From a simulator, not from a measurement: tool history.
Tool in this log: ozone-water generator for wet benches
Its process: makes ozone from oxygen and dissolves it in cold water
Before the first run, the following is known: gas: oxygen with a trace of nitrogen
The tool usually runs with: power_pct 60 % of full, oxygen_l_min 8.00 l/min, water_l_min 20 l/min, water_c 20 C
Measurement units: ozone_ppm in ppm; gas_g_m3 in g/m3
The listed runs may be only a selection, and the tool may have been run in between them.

run 1 hour=0.0 | power_pct=60 oxygen_l_min=8.00 water_l_min=20 water_c=20 | ozone_ppm=14.2 gas_g_m3=146.9
run 2 hour=41.0 | power_pct=60 oxygen_l_min=8.77 water_l_min=20 water_c=20 | ozone_ppm=14.1 gas_g_m3=138.6
run 3 hour=71.1 | power_pct=60 oxygen_l_min=8.77 water_l_min=20 water_c=20 | ozone_ppm=13.8 gas_g_m3=139.0
run 4 hour=101.0 | power_pct=60 oxygen_l_min=8.00 water_l_min=20 water_c=20 | ozone_ppm=14.1 gas_g_m3=143.8
run 5 hour=119.4 | power_pct=60 oxygen_l_min=8.00 water_l_min=20 water_c=20 | ozone_ppm=14.1 gas_g_m3=146.5
run 6 hour=140.6 | power_pct=60 oxygen_l_min=8.00 water_l_min=20 water_c=20 | ozone_ppm=14.1 gas_g_m3=146.5
run 7 hour=181.3 | power_pct=60 oxygen_l_min=8.00 water_l_min=20 water_c=20 | ozone_ppm=14.3 gas_g_m3=145.6
run 8 hour=209.3 | power_pct=60 oxygen_l_min=8.00 water_l_min=20 water_c=20 | ozone_ppm=14.1 gas_g_m3=145.6
run 9 hour=246.9 | power_pct=60 oxygen_l_min=8.00 water_l_min=20 water_c=20 | ozone_ppm=14.3 gas_g_m3=145.4
run 10 hour=269.5 | power_pct=60 oxygen_l_min=8.00 water_l_min=20 water_c=20 | ozone_ppm=14.1 gas_g_m3=146.9
run 11 hour=309.6 | power_pct=60 oxygen_l_min=8.00 water_l_min=20 water_c=20 | ozone_ppm=14.3 gas_g_m3=144.5
run 12 hour=345.8 | power_pct=56 oxygen_l_min=9.39 water_l_min=27 water_c=22 | ozone_ppm=9.8 gas_g_m3=126.1
run 13 hour=387.6 | power_pct=56 oxygen_l_min=12.08 water_l_min=16 water_c=22 | ozone_ppm=13.8 gas_g_m3=109.1
-- hour=391.2 water thermometer calibrated
run 14 hour=419.8 | power_pct=56 oxygen_l_min=12.08 water_l_min=16 water_c=22 | ozone_ppm=14.0 gas_g_m3=110.1
run 15 hour=442.5 | power_pct=56 oxygen_l_min=12.08 water_l_min=16 water_c=17 | ozone_ppm=15.5 gas_g_m3=108.1
run 16 hour=479.1 | power_pct=56 oxygen_l_min=12.08 water_l_min=16 water_c=17 | ozone_ppm=15.7 gas_g_m3=109.2
run 17 hour=518.1 | power_pct=56 oxygen_l_min=12.08 water_l_min=16 water_c=17 | ozone_ppm=15.6 gas_g_m3=109.2
run 18 hour=539.7 | power_pct=69 oxygen_l_min=11.07 water_l_min=12 water_c=20 | ozone_ppm=21.0 gas_g_m3=133.1
run 19 hour=577.5 | power_pct=69 oxygen_l_min=11.07 water_l_min=12 water_c=20 | ozone_ppm=20.8 gas_g_m3=135.6
run 20 hour=599.3 | power_pct=64 oxygen_l_min=4.50 water_l_min=20 water_c=20 | ozone_ppm=15.2 gas_g_m3=210.3

Some steps in ozone_ppm, run to run, broken into two amounts with sign: the step expected even without the hidden condition (settings, incoming material, random variation), and the rest, left for the hidden condition together with whatever gauge scatter is not in both the measured and the hidden-condition-free result:
Unlogged tool condition in this case: yield of the discharge, % of new electrodes'; contactor's efficiency, % of a clean one's; true water temperature over the reading, C; drift of the gauge itself on ozone_ppm, %; drift of the gauge itself on gas_g_m3, %.
Run 11 -> 12: power_pct 60 -> 56, oxygen_l_min 8.00 -> 9.39, water_l_min 20 -> 27, water_c 20 -> 22. ozone_ppm -4.5 ppm: hidden state +0.2, all else -4.7.
Run 17 -> 18: power_pct 56 -> 69, oxygen_l_min 12.08 -> 11.07, water_l_min 16 -> 12, water_c 17 -> 20. ozone_ppm +5.4 ppm: hidden state -0.3, all else +5.7.
Run 19 -> 20: power_pct 69 -> 64, oxygen_l_min 11.07 -> 4.50, water_l_min 12 -> 20. ozone_ppm -5.6 ppm: hidden state +0.2, all else -5.8.
